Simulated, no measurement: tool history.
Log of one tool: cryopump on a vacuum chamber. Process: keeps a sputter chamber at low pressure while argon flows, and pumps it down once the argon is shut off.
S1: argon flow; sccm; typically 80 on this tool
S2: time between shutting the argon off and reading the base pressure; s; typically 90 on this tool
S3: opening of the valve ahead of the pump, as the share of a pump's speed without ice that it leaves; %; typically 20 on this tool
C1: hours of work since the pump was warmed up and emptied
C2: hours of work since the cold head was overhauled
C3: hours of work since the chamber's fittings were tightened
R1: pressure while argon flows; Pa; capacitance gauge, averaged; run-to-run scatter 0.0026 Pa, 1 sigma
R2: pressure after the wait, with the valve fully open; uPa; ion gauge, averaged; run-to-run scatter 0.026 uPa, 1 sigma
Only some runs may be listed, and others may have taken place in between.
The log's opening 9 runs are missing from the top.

run,hour,S1,S2,S3,C1,C2,C3,R1,R2
10,614.2,80,40,20,680,1567,230,0.6982,2.54
11,669.0,80,90,20,703,1590,253,0.6955,1.46
12,733.3,80,90,20,729,1616,279,0.7015,1.50
13,782.9,80,199,20,750,1637,299,0.7054,1.11
14,867.0,80,199,20,784,1671,334,0.7108,1.15
15,910.0,156,90,20,802,1689,352,1.3879,1.65
16,999.5,156,90,20,839,1726,388,1.4013,1.64
# hour 1079.5: pump warmed up, emptied and cooled again
17,1100.9,156,90,20,9,1765,428,1.2581,1.38
18,1146.7,80,26,20,28,1784,447,0.6483,3.39
19,1221.7,78,26,51,58,1815,478,0.2522,3.43
20,1304.5,86,233,51,92,1849,512,0.2816,0.96
21,1354.9,58,60,43,113,1869,532,0.2260,1.85
22,1452.7,58,60,43,153,1910,572,0.2267,1.93
23,1497.8,115,125,33,172,1928,591,0.5740,1.30
24,1568.8,44,28,20,201,1957,620,0.3589,3.36
25,1651.3,80,90,25,235,1991,654,0.5311,1.58
26,1729.9,38,47,20,267,2023,686,0.3124,2.39
27,1808.8,80,40,20,299,2056,719,0.6658,2.66
28,1869.1,80,45,35,324,2081,743,0.3936,2.46
29,1939.7,38,182,36,353,2110,772,0.1819,1.30
30,2018.7,80,90,24,386,2142,805,0.5615,1.76
31,2097.1,59,90,20,418,2174,837,0.4938,1.86
32,2140.7,59,29,19,436,2192,855,0.5197,3.47
33,2219.5,74,36,19,468,2224,887,0.6599,3.10

Each row is a separate what-if for the run after 33, all from the same tool condition, not one after another. Results?
A,2265.9,100,36,31,487,2244,906,?,?
B,2265.9,80,125,20,487,2244,906,?,?
C,2265.9,34,214,20,487,2244,906,?,?
D,2265.9,80,121,53,487,2244,906,?,?
E,2265.9,157,36,32,487,2244,906,?,?

run,R1,R2
A,0.5602,3.13
B,0.6787,1.66
C,0.2878,1.42
D,0.2791,1.69
E,0.8587,3.10
With no hidden state in the tool, these same runs would have given:
run,R1,R2
A,0.5152,2.33
B,0.6425,0.85
C,0.2725,0.61
D,0.2429,0.89
E,0.7878,2.30
